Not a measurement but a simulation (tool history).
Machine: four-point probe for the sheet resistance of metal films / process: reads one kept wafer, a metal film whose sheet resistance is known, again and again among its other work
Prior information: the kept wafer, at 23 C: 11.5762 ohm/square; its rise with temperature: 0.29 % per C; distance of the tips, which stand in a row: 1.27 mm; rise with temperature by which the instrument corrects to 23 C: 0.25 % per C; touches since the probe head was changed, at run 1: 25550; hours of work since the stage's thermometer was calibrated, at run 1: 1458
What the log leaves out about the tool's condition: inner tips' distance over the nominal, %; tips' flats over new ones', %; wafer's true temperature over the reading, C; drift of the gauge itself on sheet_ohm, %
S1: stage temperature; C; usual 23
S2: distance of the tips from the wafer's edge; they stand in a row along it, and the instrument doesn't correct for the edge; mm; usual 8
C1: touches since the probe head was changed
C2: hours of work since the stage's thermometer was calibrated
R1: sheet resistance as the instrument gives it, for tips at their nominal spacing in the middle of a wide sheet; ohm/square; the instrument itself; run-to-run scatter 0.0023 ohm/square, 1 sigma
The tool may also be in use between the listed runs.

{"run": 1, "hour": 0.0, "S1": 23, "S2": 8, "C1": 25550, "C2": 1458, "R1": 11.727501}
{"run": 2, "hour": 24.2, "S1": 24, "S2": 8, "C1": 26075, "C2": 1474, "R1": 11.729469}
{"run": 3, "hour": 47.8, "S1": 23, "S2": 8, "C1": 26586, "C2": 1491, "R1": 11.725901}
{"run": 4, "hour": 68.5, "S1": 32, "S2": 8, "C1": 27035, "C2": 1505, "R1": 11.766373}
{"run": 5, "hour": 93.4, "S1": 32, "S2": 8, "C1": 27575, "C2": 1522, "R1": 11.765129}
{"run": 6, "hour": 117.1, "S1": 32, "S2": 8, "C1": 28089, "C2": 1539, "R1": 11.765626}
{"run": 7, "hour": 143.3, "S1": 32, "S2": 8, "C1": 28657, "C2": 1557, "R1": 11.765352}
{"run": 8, "hour": 164.2, "S1": 32, "S2": 8, "C1": 29110, "C2": 1572, "R1": 11.766336}
{"run": 9, "hour": 186.4, "S1": 21, "S2": 16, "C1": 29592, "C2": 1587, "R1": 11.608444}

Run 10 has not been measured yet. What should we expect?
{"run": 10, "hour": 213.3, "S1": 21, "S2": 16, "C1": 30175, "C2": 1606, "R1": "?"}

{"run 10": {"R1": 11.605936}}
On a tool with no hidden condition, and with the same random variation, this run would have come out at R1 11.60513 ohm/square.
